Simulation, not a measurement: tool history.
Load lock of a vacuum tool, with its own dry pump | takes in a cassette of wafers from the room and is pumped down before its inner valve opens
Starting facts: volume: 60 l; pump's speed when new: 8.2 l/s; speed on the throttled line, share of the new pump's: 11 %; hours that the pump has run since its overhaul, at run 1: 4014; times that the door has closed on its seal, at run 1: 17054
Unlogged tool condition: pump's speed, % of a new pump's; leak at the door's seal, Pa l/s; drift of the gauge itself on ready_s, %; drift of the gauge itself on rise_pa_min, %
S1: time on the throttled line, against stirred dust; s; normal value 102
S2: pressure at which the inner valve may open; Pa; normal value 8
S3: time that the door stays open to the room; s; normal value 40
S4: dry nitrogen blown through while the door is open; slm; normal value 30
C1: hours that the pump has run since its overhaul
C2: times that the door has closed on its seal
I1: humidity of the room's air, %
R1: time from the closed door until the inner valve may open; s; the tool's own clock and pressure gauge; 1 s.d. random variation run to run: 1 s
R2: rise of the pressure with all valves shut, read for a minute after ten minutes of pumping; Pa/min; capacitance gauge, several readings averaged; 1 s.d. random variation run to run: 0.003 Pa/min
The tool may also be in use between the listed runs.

{"run": 1, "hour": 0.0, "S1": 102, "S2": 8, "S3": 40, "S4": 30, "C1": 4014, "C2": 17054, "I1": 49.5, "R1": 163.1, "R2": 0.218}
{"run": 2, "hour": 105.1, "S1": 102, "S2": 8, "S3": 40, "S4": 30, "C1": 4119, "C2": 17294, "I1": 47.6, "R1": 162.9, "R2": 0.217}
{"run": 3, "hour": 268.5, "S1": 102, "S2": 8, "S3": 40, "S4": 30, "C1": 4282, "C2": 17667, "I1": 42.2, "R1": 163.1, "R2": 0.229}
{"run": 4, "hour": 434.1, "S1": 102, "S2": 12, "S3": 40, "S4": 30, "C1": 4448, "C2": 18045, "I1": 41.7, "R1": 161.2, "R2": 0.232}
{"run": 5, "hour": 558.1, "S1": 102, "S2": 12, "S3": 40, "S4": 30, "C1": 4572, "C2": 18327, "I1": 45.6, "R1": 161.9, "R2": 0.244}
{"run": 6, "hour": 698.6, "S1": 102, "S2": 12, "S3": 40, "S4": 30, "C1": 4712, "C2": 18648, "I1": 41.7, "R1": 161.7, "R2": 0.241}
{"run": 7, "hour": 872.0, "S1": 102, "S2": 8, "S3": 40, "S4": 30, "C1": 4886, "C2": 19043, "I1": 46.6, "R1": 164.5, "R2": 0.249}
{"run": 8, "hour": 999.5, "S1": 102, "S2": 8, "S3": 40, "S4": 30, "C1": 5013, "C2": 19334, "I1": 44.9, "R1": 164.8, "R2": 0.26}
{"run": 9, "hour": 1108.6, "S1": 102, "S2": 8, "S3": 40, "S4": 30, "C1": 5122, "C2": 19583, "I1": 45.5, "R1": 166.1, "R2": 0.262}
{"run": 10, "hour": 1200.3, "S1": 102, "S2": 8, "S3": 40, "S4": 16, "C1": 5214, "C2": 19792, "I1": 41.3, "R1": 165.4, "R2": 0.268}
{"run": 11, "hour": 1287.2, "S1": 102, "S2": 8, "S3": 40, "S4": 16, "C1": 5301, "C2": 19990, "I1": 40.2, "R1": 165, "R2": 0.277}
{"run": 12, "hour": 1374.5, "S1": 102, "S2": 7, "S3": 40, "S4": 33, "C1": 5388, "C2": 20190, "I1": 41.9, "R1": 167.7, "R2": 0.271}
{"run": 13, "hour": 1491.2, "S1": 102, "S2": 12, "S3": 168, "S4": 33, "C1": 5505, "C2": 20456, "I1": 43.9, "R1": 163.6, "R2": 0.296}
{"run": 14, "hour": 1610.2, "S1": 102, "S2": 12, "S3": 168, "S4": 33, "C1": 5624, "C2": 20727, "I1": 48.2, "R1": 163.5, "R2": 0.305}
{"run": 15, "hour": 1759.3, "S1": 102, "S2": 12, "S3": 168, "S4": 33, "C1": 5773, "C2": 21067, "I1": 46.1, "R1": 160.5, "R2": 0.304}
{"run": 16, "hour": 1929.4, "S1": 102, "S2": 12, "S3": 168, "S4": 33, "C1": 5943, "C2": 21455, "I1": 44.8, "R1": 163.5, "R2": 0.309}
{"run": 17, "hour": 2001.4, "S1": 102, "S2": 8, "S3": 94, "S4": 30, "C1": 6015, "C2": 21619, "I1": 47, "R1": 166.1, "R2": 0.304}
{"run": 18, "hour": 2087.1, "S1": 102, "S2": 12, "S3": 94, "S4": 30, "C1": 6101, "C2": 21815, "I1": 45.5, "R1": 162.4, "R2": 0.313}
{"run": 19, "hour": 2197.8, "S1": 202, "S2": 8, "S3": 40, "S4": 30, "C1": 6212, "C2": 22067, "I1": 42.8, "R1": 252.7, "R2": 0.312}
{"run": 20, "hour": 2336.1, "S1": 109, "S2": 8, "S3": 40, "S4": 30, "C1": 6350, "C2": 22383, "I1": 44.8, "R1": 173.7, "R2": 0.311}
{"run": 21, "hour": 2451.3, "S1": 109, "S2": 8, "S3": 93, "S4": 5, "C1": 6465, "C2": 22646, "I1": 44.1, "R1": 173.6, "R2": 0.367}

For each run, the measured value with the value that run would have given without the tool's hidden condition subtracted. The run-to-run variation is shared by both, the gauge scatter possibly not:
run=1 R1=+3.5 R2=+0.209
run=2 R1=+3.6 R2=+0.207
run=3 R1=+3.8 R2=+0.217
run=4 R1=+3.6 R2=+0.218
run=5 R1=+3.8 R2=+0.229
run=6 R1=+3.9 R2=+0.228
run=7 R1=+4.5 R2=+0.234
run=8 R1=+4.6 R2=+0.247
run=9 R1=+4.7 R2=+0.25
run=10 R1=+4.9 R2=+0.252
run=11 R1=+4.9 R2=+0.256
run=12 R1=+5.2 R2=+0.26
run=13 R1=+4.8 R2=+0.262
run=14 R1=+4.9 R2=+0.275
run=15 R1=+5 R2=+0.27
run=16 R1=+5.2 R2=+0.283
run=17 R1=+5.8 R2=+0.284
run=18 R1=+5.4 R2=+0.288
run=19 R1=+4.8 R2=+0.294
run=20 R1=+6.1 R2=+0.301
run=21 R1=+6.3 R2=+0.308

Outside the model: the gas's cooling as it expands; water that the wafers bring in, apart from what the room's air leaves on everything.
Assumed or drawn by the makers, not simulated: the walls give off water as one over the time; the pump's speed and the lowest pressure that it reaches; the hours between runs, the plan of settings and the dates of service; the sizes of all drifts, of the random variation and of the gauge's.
